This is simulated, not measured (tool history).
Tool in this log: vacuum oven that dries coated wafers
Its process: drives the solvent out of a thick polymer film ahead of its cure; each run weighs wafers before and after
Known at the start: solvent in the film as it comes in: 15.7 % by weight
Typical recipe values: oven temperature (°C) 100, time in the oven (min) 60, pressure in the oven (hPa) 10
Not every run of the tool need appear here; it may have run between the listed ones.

run    hour  oven temperature (°C)  time in the oven (min)  pressure in the oven (hPa)  solvent left in the film (%)
  1       0                    100                      60                          10                          1.19
  2    21.8                    100                      60                          10                          1.15
  3      50                    100                      60                          10                          1.23
  4    69.3                    100                      60                          10                          1.21
  5   100.6                    103                      60                          10                          0.91
  6   130.4                    103                      60                          10                          0.81
  7   147.2                    100                      60                          10                          1.25
  8   166.5                    100                      60                          10                          1.22
  9   183.3                    105                      60                          10                          0.68
 10   203.2                    100                      60                          10                          1.24
 11   220.7                    100                      60                          10                           1.2
 12   255.2                    100                      60                          10                           1.2
 13   276.4                    100                      60                         6.6                          1.09
 14   308.8                    100                      60                          10                          1.24
 15     332                    100                      60                          10                          1.29
 16   363.3                    100                      60                          10                          1.24
 17   394.3                    100                     102                          10                          0.58
 18   410.4                    100                      39                          10                          2.46
 19   430.9                    100                      39                          10                          2.52
 20   465.1                    100                      60                          10                          1.25
 21   495.6                    100                      60                          10                          1.26
 22   519.1                    100                      60                          10                          1.27
 23   546.2                    100                      36                          10                          2.83
 24   562.8                    100                      36                          10                          2.91
 25   587.7                    100                      36                          10                          2.89
 26   618.4                    100                      36                          10                          2.93
 27   636.8                    100                      36                          10                          2.87
 28     662                    100                      36                          10                           2.9
 29   697.5                     93                      36                        17.2                          5.13
 30   715.5                     87                      60                          10                          4.45
 31   739.4                    100                      39                        13.7                           2.7
 32   768.3                    100                      39                        13.7                          2.68
 33   798.3                     93                      39                        14.3                          4.74
 34   826.2                     93                      39                        14.3                          4.69
 35   850.7                     86                      38                        14.3                          6.92
 36   882.6                     86                     103                          24                           3.4
 37   910.9                     89                      54                         5.3                          4.17
      923.8  -- oven's thermocouples calibrated
 38   938.3                    111                      39                        14.4                          0.86
 39   965.7                    104                     104                        26.5                          1.05
 40  1000.6                     99                      76                         7.7                          0.88
 41  1022.1                    100                      42                        30.5                          2.98
 42  1055.8                    105                      42                        11.9                          1.37

What does the tool deliver on the next run?
 43  1078.3                    105                      42                        11.9                             ?

solvent left in the film (%): 1.4
On a tool with no hidden condition, and with the same random variation, this run would have come out at solvent left in the film (%) 1.24.
